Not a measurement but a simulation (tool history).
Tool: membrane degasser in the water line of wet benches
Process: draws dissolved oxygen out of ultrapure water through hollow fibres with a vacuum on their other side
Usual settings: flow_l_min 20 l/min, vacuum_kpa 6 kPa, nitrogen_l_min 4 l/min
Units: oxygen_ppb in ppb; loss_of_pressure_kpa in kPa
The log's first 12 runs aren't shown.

run 13 hour=3266.7 | flow_l_min=20 vacuum_kpa=9.75 nitrogen_l_min=4 | oxygen_ppb=93.8 loss_of_pressure_kpa=40.08
run 14 hour=3604.1 | flow_l_min=20 vacuum_kpa=9.75 nitrogen_l_min=4 | oxygen_ppb=94.1 loss_of_pressure_kpa=40.02
run 15 hour=3827.3 | flow_l_min=20 vacuum_kpa=9.75 nitrogen_l_min=5.46 | oxygen_ppb=74 loss_of_pressure_kpa=39.97
run 16 hour=4055.9 | flow_l_min=20 vacuum_kpa=9.75 nitrogen_l_min=6 | oxygen_ppb=67.2 loss_of_pressure_kpa=40.2
run 17 hour=4347 | flow_l_min=26 vacuum_kpa=7.94 nitrogen_l_min=4 | oxygen_ppb=100 loss_of_pressure_kpa=52.23
run 18 hour=4597.7 | flow_l_min=12 vacuum_kpa=8.18 nitrogen_l_min=1.63 | oxygen_ppb=98 loss_of_pressure_kpa=24.33
run 19 hour=4861.1 | flow_l_min=20 vacuum_kpa=4.36 nitrogen_l_min=3.05 | oxygen_ppb=33.4 loss_of_pressure_kpa=40.27
run 20 hour=5053.9 | flow_l_min=20 vacuum_kpa=4.36 nitrogen_l_min=3.05 | oxygen_ppb=33.7 loss_of_pressure_kpa=40.3
run 21 hour=5246.7 | flow_l_min=27 vacuum_kpa=6 nitrogen_l_min=3.04 | oxygen_ppb=87.7 loss_of_pressure_kpa=53.95
run 22 hour=5500.3 | flow_l_min=27 vacuum_kpa=6 nitrogen_l_min=3.04 | oxygen_ppb=86.4 loss_of_pressure_kpa=54.42
run 23 hour=5699.6 | flow_l_min=19 vacuum_kpa=6 nitrogen_l_min=3.89 | oxygen_ppb=47.7 loss_of_pressure_kpa=38.4
run 24 hour=5960.7 | flow_l_min=19 vacuum_kpa=6 nitrogen_l_min=3.89 | oxygen_ppb=47.8 loss_of_pressure_kpa=38.59
run 25 hour=6239.1 | flow_l_min=19 vacuum_kpa=6 nitrogen_l_min=3.89 | oxygen_ppb=48.1 loss_of_pressure_kpa=38.75
run 26 hour=6379.9 | flow_l_min=19 vacuum_kpa=6 nitrogen_l_min=3.89 | oxygen_ppb=48.7 loss_of_pressure_kpa=38.72
run 27 hour=6643.7 | flow_l_min=19 vacuum_kpa=6 nitrogen_l_min=5.48 | oxygen_ppb=37.4 loss_of_pressure_kpa=38.65
-- hour=6887.3 vacuum gauge calibrated
run 28 hour=6973.2 | flow_l_min=17 vacuum_kpa=9.2 nitrogen_l_min=3.43 | oxygen_ppb=85 loss_of_pressure_kpa=34.89
-- hour=7140.6 seals of the vacuum lines changed
run 29 hour=7158.3 | flow_l_min=20 vacuum_kpa=6.67 nitrogen_l_min=4 | oxygen_ppb=55.8 loss_of_pressure_kpa=40.65
run 30 hour=7430.6 | flow_l_min=19 vacuum_kpa=6.67 nitrogen_l_min=4.54 | oxygen_ppb=47.1 loss_of_pressure_kpa=38.76
run 31 hour=7718.3 | flow_l_min=20 vacuum_kpa=8.58 nitrogen_l_min=4 | oxygen_ppb=79.8 loss_of_pressure_kpa=40.57
run 32 hour=7861.1 | flow_l_min=22 vacuum_kpa=14.59 nitrogen_l_min=4 | oxygen_ppb=165.9 loss_of_pressure_kpa=44.9

Forecast each of these 3 alternatives for the next run:
run A hour=8173.3 | flow_l_min=22 vacuum_kpa=14.59 nitrogen_l_min=2.11 | oxygen_ppb=? loss_of_pressure_kpa=?
run B hour=8173.3 | flow_l_min=28 vacuum_kpa=5.55 nitrogen_l_min=3.25 | oxygen_ppb=? loss_of_pressure_kpa=?
run C hour=8173.3 | flow_l_min=22 vacuum_kpa=14.27 nitrogen_l_min=1.81 | oxygen_ppb=? loss_of_pressure_kpa=?

run=A oxygen_ppb=294.7 loss_of_pressure_kpa=44.45
run=B oxygen_ppb=79.2 loss_of_pressure_kpa=57.6
run=C oxygen_ppb=316.1 loss_of_pressure_kpa=44.82
Without the tool's hidden state the same runs would have given:
run=A oxygen_ppb=287.1 loss_of_pressure_kpa=42.01
run=B oxygen_ppb=69.9 loss_of_pressure_kpa=54.49
run=C oxygen_ppb=308.5 loss_of_pressure_kpa=42.38

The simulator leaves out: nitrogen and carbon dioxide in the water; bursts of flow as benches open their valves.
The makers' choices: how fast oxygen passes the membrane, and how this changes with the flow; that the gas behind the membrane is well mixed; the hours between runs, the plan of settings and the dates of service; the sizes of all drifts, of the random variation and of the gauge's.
